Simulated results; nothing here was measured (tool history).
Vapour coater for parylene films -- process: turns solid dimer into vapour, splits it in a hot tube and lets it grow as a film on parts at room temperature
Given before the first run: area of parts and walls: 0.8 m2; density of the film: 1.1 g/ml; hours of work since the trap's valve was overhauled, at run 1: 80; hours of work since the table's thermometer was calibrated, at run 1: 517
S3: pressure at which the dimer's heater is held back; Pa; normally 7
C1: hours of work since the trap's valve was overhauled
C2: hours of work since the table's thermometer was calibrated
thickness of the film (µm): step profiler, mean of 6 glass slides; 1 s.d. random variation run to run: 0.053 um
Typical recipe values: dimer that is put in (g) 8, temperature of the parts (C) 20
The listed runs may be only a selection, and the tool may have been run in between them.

Run 1, hour 0: usual settings; C1 80; C2 517. Result: thickness of the film (µm) 5.93.
Run 2, hour 14.5: usual settings; C1 93; C2 530. Result: thickness of the film (µm) 5.89.
Run 3, hour 31.6: usual settings; C1 108; C2 545. Result: thickness of the film (µm) 5.9.
Run 4, hour 52.7: usual settings; C1 127; C2 564. Result: thickness of the film (µm) 5.96.
Run 5, hour 75.7: usual settings but temperature of the parts (C) 18; C1 148; C2 585. Result: thickness of the film (µm) 6.05.
Run 6, hour 96.1: usual settings but S3 3.97 Pa; C1 166; C2 603. Result: thickness of the film (µm) 6.26.
Run 7, hour 118.6: usual settings but dimer that is put in (g) 12, S3 3.97 Pa; C1 186; C2 623. Result: thickness of the film (µm) 9.44.
Run 8, hour 129: usual settings but dimer that is put in (g) 12, temperature of the parts (C) 17, S3 3.97 Pa; C1 195; C2 632. Result: thickness of the film (µm) 10.01.
Run 9, hour 149.8: usual settings but dimer that is put in (g) 12, temperature of the parts (C) 17, S3 3.97 Pa; C1 213; C2 651. Result: thickness of the film (µm) 9.88.
Run 10, hour 172.7: usual settings but dimer that is put in (g) 12, temperature of the parts (C) 17, S3 3.97 Pa; C1 234; C2 671. Result: thickness of the film (µm) 10.02.
Run 11, hour 183.1: usual settings but dimer that is put in (g) 12, temperature of the parts (C) 17, S3 3.97 Pa; C1 243; C2 680. Result: thickness of the film (µm) 9.92.
Run 12, hour 199.1: usual settings but dimer that is put in (g) 12, temperature of the parts (C) 17, S3 3.97 Pa; C1 257; C2 694. Result: thickness of the film (µm) 9.93.
Run 13, hour 213.9: usual settings but dimer that is put in (g) 12, temperature of the parts (C) 17, S3 3.97 Pa; C1 271; C2 708. Result: thickness of the film (µm) 9.76.
Run 14, hour 236: usual settings but dimer that is put in (g) 12, temperature of the parts (C) 17, S3 3.97 Pa; C1 290; C2 727. Result: thickness of the film (µm) 9.83.
Run 15, hour 253: usual settings but dimer that is put in (g) 5; C1 305; C2 742. Result: thickness of the film (µm) 3.61.
Run 16, hour 263.1: usual settings but dimer that is put in (g) 5; C1 314; C2 751. Result: thickness of the film (µm) 3.56.
Run 17, hour 274.5: usual settings but dimer that is put in (g) 5; C1 324; C2 762. Result: thickness of the film (µm) 3.5.
Run 18, hour 294.3: usual settings but dimer that is put in (g) 5; C1 342; C2 779. Result: thickness of the film (µm) 3.55.
Run 19, hour 315.9: usual settings; C1 361; C2 799. Result: thickness of the film (µm) 5.69.
Run 20, hour 336.8: usual settings but dimer that is put in (g) 5; C1 380; C2 817. Result: thickness of the film (µm) 3.46.
Run 21, hour 360.4: usual settings but dimer that is put in (g) 5; C1 401; C2 838. Result: thickness of the film (µm) 3.55.
Run 22, hour 382.2: usual settings but dimer that is put in (g) 9; C1 420; C2 858. Result: thickness of the film (µm) 6.27.
Run 23, hour 398.3: usual settings but dimer that is put in (g) 4, temperature of the parts (C) 19, S3 7.54 Pa; C1 435; C2 872. Result: thickness of the film (µm) 2.83.
Run 24, hour 419.4: usual settings but dimer that is put in (g) 3, temperature of the parts (C) 24, S3 4.48 Pa; C1 454; C2 891. Result: thickness of the film (µm) 2.08.
Run 25, hour 433.3: usual settings but dimer that is put in (g) 5, S3 11.04 Pa; C1 466; C2 903. Result: thickness of the film (µm) 3.29.
Run 26, hour 450: usual settings but dimer that is put in (g) 5, temperature of the parts (C) 22, S3 6.82 Pa; C1 481; C2 918. Result: thickness of the film (µm) 3.42.
Run 27, hour 466.6: usual settings but dimer that is put in (g) 5, temperature of the parts (C) 22, S3 8.35 Pa; C1 496; C2 933. Result: thickness of the film (µm) 3.26.
Run 28, hour 485.4: usual settings but temperature of the parts (C) 19, S3 3.06 Pa; C1 512; C2 949. Result: thickness of the film (µm) 6.39.
Run 29, hour 503.2: usual settings but temperature of the parts (C) 19, S3 3.06 Pa; C1 528; C2 965. Result: thickness of the film (µm) 6.28.
At hour 529.1: trap's valve overhauled.
Run 30, hour 531.1: usual settings but S3 9.96 Pa; C1 2; C2 987. Result: thickness of the film (µm) 5.7.
At hour 534.1: table's thermometer calibrated.
Run 31, hour 555.7: usual settings but S3 9.96 Pa; C1 23; C2 19. Result: thickness of the film (µm) 5.62.
Run 32, hour 566.8: usual settings but dimer that is put in (g) 4, temperature of the parts (C) 21, S3 2.44 Pa; C1 33; C2 29. Result: thickness of the film (µm) 3.39.
Run 33, hour 583: usual settings but dimer that is put in (g) 6; C1 47; C2 44. Result: thickness of the film (µm) 4.37.
Run 34, hour 606.8: usual settings but dimer that is put in (g) 6; C1 68; C2 65. Result: thickness of the film (µm) 4.41.
At hour 623.6: table's thermometer calibrated, once more.
Run 35, hour 623.9: usual settings but dimer that is put in (g) 14, S3 3.25 Pa; C1 83; C2 0. Result: thickness of the film (µm) 11.79.
Run 36, hour 634.1: usual settings but dimer that is put in (g) 14, S3 3.25 Pa; C1 92; C2 9. Result: thickness of the film (µm) 11.74.
Run 37, hour 646.7: usual settings but dimer that is put in (g) 14, S3 3.25 Pa; C1 103; C2 21. Result: thickness of the film (µm) 11.59.
Run 38, hour 656.8: usual settings but temperature of the parts (C) 22, S3 7.17 Pa; C1 112; C2 30. Result: thickness of the film (µm) 5.72.
Run 39, hour 677: usual settings but dimer that is put in (g) 10; C1 130; C2 48. Result: thickness of the film (µm) 7.44.
Run 40, hour 696.2: usual settings but dimer that is put in (g) 12; C1 147; C2 65. Result: thickness of the film (µm) 8.96.
Run 41, hour 707.4: usual settings but dimer that is put in (g) 12; C1 157; C2 75. Result: thickness of the film (µm) 8.9.
Run 42, hour 730.3: usual settings but dimer that is put in (g) 14, temperature of the parts (C) 27; C1 177; C2 95. Result: thickness of the film (µm) 9.05.
Run 43, hour 750.8: usual settings but temperature of the parts (C) 23, S3 2.55 Pa; C1 196; C2 113. Result: thickness of the film (µm) 6.51.
Run 44, hour 764.1: usual settings but temperature of the parts (C) 23, S3 2.55 Pa; C1 208; C2 125. Result: thickness of the film (µm) 6.47.

Branching from run 44: 5 alternative next runs. What would each branch give?
Run A, hour 778.3: usual settings but dimer that is put in (g) 6, temperature of the parts (C) 14; C1 220; C2 138. Result: thickness of the film (µm) ?.
Run B, hour 778.3: usual settings but temperature of the parts (C) 14; C1 220; C2 138. Result: thickness of the film (µm) ?.
Run C, hour 778.3: usual settings but temperature of the parts (C) 23, S3 9.03 Pa; C1 220; C2 138. Result: thickness of the film (µm) ?.
Run D, hour 778.3: usual settings but temperature of the parts (C) 14, S3 6.8 Pa; C1 220; C2 138. Result: thickness of the film (µm) ?.
Run E, hour 778.3: usual settings but temperature of the parts (C) 25; C1 220; C2 138. Result: thickness of the film (µm) ?.

run  thickness of the film (µm)
  A                        5.03
  B                        6.48
  C                        5.35
  D                        6.61
  E                        5.33
With the hidden condition removed and each run's random variation left untouched, the same runs would have given:
run  thickness of the film (µm)
  A                         5.2
  B                         6.7
  C                        5.53
  D                        6.84
  E                        5.51
